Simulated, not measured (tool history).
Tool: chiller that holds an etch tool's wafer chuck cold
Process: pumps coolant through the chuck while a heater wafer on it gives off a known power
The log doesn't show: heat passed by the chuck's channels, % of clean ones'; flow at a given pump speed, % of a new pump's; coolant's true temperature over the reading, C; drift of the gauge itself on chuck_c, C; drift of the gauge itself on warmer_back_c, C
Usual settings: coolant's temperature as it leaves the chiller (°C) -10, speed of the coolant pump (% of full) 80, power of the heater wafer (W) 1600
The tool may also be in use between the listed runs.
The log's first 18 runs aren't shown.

run	hour	coolant's temperature as it leaves the chiller (°C)	speed of the coolant pump (% of full)	power of the heater wafer (W)	hours since the coolant was changed and the channels were flushed	hours since the pump was overhauled	hours since the chiller's thermometer was calibrated	chuck's temperature once it has settled (°C)	how much warmer the coolant comes back (C)
19	1243.6	-17	83	1039	5773	1257	2580	-8.3	3.84
20	1303.9	-17	83	1039	5833	1317	2640	-8.2	3.81
21	1355.4	-3	80	1600	5885	1369	2692	10.7	6.08
22	1435.5	-2	80	857	5965	1449	2772	5.3	3.29
23	1489.8	-5	80	1955	6019	1503	2826	11.5	7.48
24	1584.9	-12	93	874	6114	1598	2921	-5.1	2.93
25	1659.7	-12	97	1091	6189	1673	2996	-3.8	3.41
26	1754.9	-10	61	2366	6284	1768	3091	14.5	12.03
27	1806.0	-10	61	2366	6336	1819	3142	14.7	12.06
28	1890.9	-10	65	2366	6421	1904	3227	13.6	11.22
29	1967.6	-14	65	2366	6497	1981	3304	9.5	11.29
30	2046.2	-10	65	1573	6576	2059	3383	5.8	7.45
31	2141.5	-10	65	1573	6671	2155	3478	5.9	7.55
32	2228.8	-10	76	1674	6758	2242	3565	5.2	6.83

Forecast each of these 4 alternatives for the next run:
A	2298.5	-10	76	1010	6828	2312	3635	?	?
B	2298.5	-10	93	2279	6828	2312	3635	?	?
C	2298.5	-11	90	1674	6828	2312	3635	?	?
D	2298.5	-10	76	1356	6828	2312	3635	?	?

run	chuck's temperature once it has settled (°C)	how much warmer the coolant comes back (C)
A	-0.3	4.13
B	7.7	7.54
C	2.4	5.74
D	2.5	5.48
Without the tool's hidden state the same runs would have given:
run	chuck's temperature once it has settled (°C)	how much warmer the coolant comes back (C)
A	-1.9	3.96
B	5.1	7.22
C	0.3	5.50
D	0.6	5.25
